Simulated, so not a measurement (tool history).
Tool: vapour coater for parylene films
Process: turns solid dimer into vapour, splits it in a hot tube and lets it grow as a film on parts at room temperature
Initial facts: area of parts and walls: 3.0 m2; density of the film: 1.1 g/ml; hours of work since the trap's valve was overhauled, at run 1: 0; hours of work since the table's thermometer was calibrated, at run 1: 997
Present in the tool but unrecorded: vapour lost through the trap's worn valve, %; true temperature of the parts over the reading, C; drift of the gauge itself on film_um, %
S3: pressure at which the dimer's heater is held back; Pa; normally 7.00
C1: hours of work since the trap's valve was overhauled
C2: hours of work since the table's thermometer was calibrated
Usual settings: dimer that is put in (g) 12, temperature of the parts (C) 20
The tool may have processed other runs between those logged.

run 1 hour=0.0 | dimer_that_is_put_in_(g)=12 temperature_of_the_parts_(C)=20 S3=7.00 | C1=0 C2=997 | thickness_of_the_film_(um)=2.73
run 2 hour=53.2 | dimer_that_is_put_in_(g)=12 temperature_of_the_parts_(C)=20 S3=7.00 | C1=39 C2=1036 | thickness_of_the_film_(um)=2.75
run 3 hour=87.4 | dimer_that_is_put_in_(g)=12 temperature_of_the_parts_(C)=20 S3=7.00 | C1=64 C2=1061 | thickness_of_the_film_(um)=2.76
run 4 hour=115.1 | dimer_that_is_put_in_(g)=12 temperature_of_the_parts_(C)=20 S3=7.00 | C1=85 C2=1081 | thickness_of_the_film_(um)=2.71
run 5 hour=172.6 | dimer_that_is_put_in_(g)=12 temperature_of_the_parts_(C)=20 S3=7.00 | C1=127 C2=1123 | thickness_of_the_film_(um)=2.77
run 6 hour=198.9 | dimer_that_is_put_in_(g)=12 temperature_of_the_parts_(C)=20 S3=7.00 | C1=146 C2=1143 | thickness_of_the_film_(um)=2.73
run 7 hour=239.7 | dimer_that_is_put_in_(g)=12 temperature_of_the_parts_(C)=20 S3=7.00 | C1=176 C2=1173 | thickness_of_the_film_(um)=2.73
run 8 hour=288.9 | dimer_that_is_put_in_(g)=12 temperature_of_the_parts_(C)=20 S3=7.00 | C1=212 C2=1209 | thickness_of_the_film_(um)=2.71
run 9 hour=325.3 | dimer_that_is_put_in_(g)=12 temperature_of_the_parts_(C)=20 S3=7.00 | C1=239 C2=1235 | thickness_of_the_film_(um)=2.73
run 10 hour=376.6 | dimer_that_is_put_in_(g)=12 temperature_of_the_parts_(C)=20 S3=7.00 | C1=277 C2=1273 | thickness_of_the_film_(um)=2.74
run 11 hour=434.3 | dimer_that_is_put_in_(g)=9 temperature_of_the_parts_(C)=14 S3=8.15 | C1=319 C2=1315 | thickness_of_the_film_(um)=2.39
-- hour=474.1 trap's valve overhauled
run 12 hour=490.4 | dimer_that_is_put_in_(g)=9 temperature_of_the_parts_(C)=14 S3=2.41 | C1=12 C2=1354 | thickness_of_the_film_(um)=2.67
run 13 hour=535.9 | dimer_that_is_put_in_(g)=14 temperature_of_the_parts_(C)=19 S3=2.85 | C1=45 C2=1387 | thickness_of_the_film_(um)=3.80
run 14 hour=594.2 | dimer_that_is_put_in_(g)=6 temperature_of_the_parts_(C)=20 S3=5.56 | C1=88 C2=1430 | thickness_of_the_film_(um)=1.42
run 15 hour=649.1 | dimer_that_is_put_in_(g)=6 temperature_of_the_parts_(C)=20 S3=5.56 | C1=128 C2=1470 | thickness_of_the_film_(um)=1.41
-- hour=699.4 table's thermometer calibrated
run 16 hour=704.5 | dimer_that_is_put_in_(g)=6 temperature_of_the_parts_(C)=14 S3=10.04 | C1=168 C2=4 | thickness_of_the_film_(um)=1.53
run 17 hour=748.0 | dimer_that_is_put_in_(g)=12 temperature_of_the_parts_(C)=23 S3=9.10 | C1=200 C2=36 | thickness_of_the_film_(um)=2.38

3 ways to go on from here, each from the tool as it stands after run 17. What would each give?
run A hour=804.3 | dimer_that_is_put_in_(g)=14 temperature_of_the_parts_(C)=23 S3=2.90 | C1=242 C2=77 | thickness_of_the_film_(um)=?
run B hour=804.3 | dimer_that_is_put_in_(g)=11 temperature_of_the_parts_(C)=29 S3=5.61 | C1=242 C2=77 | thickness_of_the_film_(um)=?
run C hour=804.3 | dimer_that_is_put_in_(g)=12 temperature_of_the_parts_(C)=22 S3=7.00 | C1=242 C2=77 | thickness_of_the_film_(um)=?

run=A thickness_of_the_film_(um)=3.38
run=B thickness_of_the_film_(um)=2.00
run=C thickness_of_the_film_(um)=2.54
What these runs would have given with no unlogged condition in the tool:
run=A thickness_of_the_film_(um)=3.38
run=B thickness_of_the_film_(um)=2.00
run=C thickness_of_the_film_(um)=2.55
